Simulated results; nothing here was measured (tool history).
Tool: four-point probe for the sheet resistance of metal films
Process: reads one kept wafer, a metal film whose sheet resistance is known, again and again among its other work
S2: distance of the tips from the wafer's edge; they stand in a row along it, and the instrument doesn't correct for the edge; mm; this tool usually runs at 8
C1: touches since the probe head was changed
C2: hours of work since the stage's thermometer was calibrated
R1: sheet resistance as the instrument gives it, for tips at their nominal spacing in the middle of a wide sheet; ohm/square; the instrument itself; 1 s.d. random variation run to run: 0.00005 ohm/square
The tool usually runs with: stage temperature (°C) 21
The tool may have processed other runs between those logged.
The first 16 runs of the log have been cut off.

Run 17, hour 228.7: usual settings but stage temperature (°C) 25; C1 31275; C2 325. Result: R1 0.249693 ohm/square.
Run 18, hour 247.4: usual settings but S2 14 mm; C1 31864; C2 340. Result: R1 0.247636 ohm/square.
Run 19, hour 266.9: usual settings; C1 32474; C2 355. Result: R1 0.249889 ohm/square.
Run 20, hour 275.9: usual settings but stage temperature (°C) 24; C1 32757; C2 362. Result: R1 0.249631 ohm/square.
Run 21, hour 294.7: usual settings but stage temperature (°C) 31; C1 33347; C2 376. Result: R1 0.249092 ohm/square.
Run 22, hour 307.7: usual settings but stage temperature (°C) 19, S2 44 mm; C1 33755; C2 386. Result: R1 0.246790 ohm/square.
Run 23, hour 323.4: usual settings but stage temperature (°C) 19, S2 44 mm; C1 34245; C2 398. Result: R1 0.246843 ohm/square.
Run 24, hour 337.2: usual settings but stage temperature (°C) 19, S2 44 mm; C1 34679; C2 409. Result: R1 0.246768 ohm/square.
Run 25, hour 349.9: usual settings but stage temperature (°C) 23; C1 35076; C2 419. Result: R1 0.249726 ohm/square.
Run 26, hour 362.3: usual settings but stage temperature (°C) 23; C1 35466; C2 428. Result: R1 0.249770 ohm/square.
Run 27, hour 376.3: usual settings but stage temperature (°C) 23; C1 35905; C2 439. Result: R1 0.249698 ohm/square.
Run 28, hour 395.5: usual settings but stage temperature (°C) 23, S2 4 mm; C1 36506; C2 454. Result: R1 0.259026 ohm/square.
Run 29, hour 412.5: usual settings but stage temperature (°C) 23; C1 37039; C2 467. Result: R1 0.249717 ohm/square.
Run 30, hour 423.6: usual settings but stage temperature (°C) 27, S2 5 mm; C1 37388; C2 475. Result: R1 0.254414 ohm/square.
Run 31, hour 435.7: usual settings but stage temperature (°C) 23, S2 3 mm; C1 37768; C2 485. Result: R1 0.267922 ohm/square.
Run 32, hour 452.1: usual settings but stage temperature (°C) 23, S2 47 mm; C1 38281; C2 497. Result: R1 0.246516 ohm/square.
Run 33, hour 460.6: usual settings but stage temperature (°C) 19, S2 7 mm; C1 38546; C2 504. Result: R1 0.251137 ohm/square.
Run 34, hour 479.6: usual settings but stage temperature (°C) 19, S2 32 mm; C1 39144; C2 518. Result: R1 0.246967 ohm/square.
Run 35, hour 496.4: usual settings but stage temperature (°C) 25, S2 6 mm; C1 39670; C2 531. Result: R1 0.251995 ohm/square.
Run 36, hour 507.5: usual settings but stage temperature (°C) 23, S2 4 mm; C1 40017; C2 540. Result: R1 0.258920 ohm/square.
Run 37, hour 528.5: usual settings but stage temperature (°C) 23, S2 4 mm; C1 40676; C2 556. Result: R1 0.259050 ohm/square.
Run 38, hour 543.9: usual settings but stage temperature (°C) 23, S2 4 mm; C1 41158; C2 568. Result: R1 0.258986 ohm/square.
Run 39, hour 560.8: usual settings but stage temperature (°C) 27, S2 55 mm; C1 41689; C2 581. Result: R1 0.246207 ohm/square.
Run 40, hour 573.6: usual settings but stage temperature (°C) 26, S2 42 mm; C1 42090; C2 591. Result: R1 0.246355 ohm/square.
Run 41, hour 585.6: usual settings but S2 15 mm; C1 42467; C2 600. Result: R1 0.247618 ohm/square.

5 ways to go on from here, each from the tool as it stands after run 41. What would each give?
Run A, hour 606.2: usual settings but stage temperature (°C) 23, S2 15 mm; C1 43111; C2 616. Result: R1 ?.
Run B, hour 606.2: usual settings but S2 7 mm; C1 43111; C2 616. Result: R1 ?.
Run C, hour 606.2: usual settings but stage temperature (°C) 27, S2 17 mm; C1 43111; C2 616. Result: R1 ?.
Run D, hour 606.2: usual settings but stage temperature (°C) 27, S2 4 mm; C1 43111; C2 616. Result: R1 ?.
Run E, hour 606.2: usual settings but stage temperature (°C) 24; C1 43111; C2 616. Result: R1 ?.

run        R1
  A  0.247370
  B  0.250869
  C  0.246921
  D  0.258746
  E  0.249676
Stripped of hidden state, with their random variation kept, the same runs would have yielded:
run        R1
  A  0.247351
  B  0.250851
  C  0.246902
  D  0.258727
  E  0.249658

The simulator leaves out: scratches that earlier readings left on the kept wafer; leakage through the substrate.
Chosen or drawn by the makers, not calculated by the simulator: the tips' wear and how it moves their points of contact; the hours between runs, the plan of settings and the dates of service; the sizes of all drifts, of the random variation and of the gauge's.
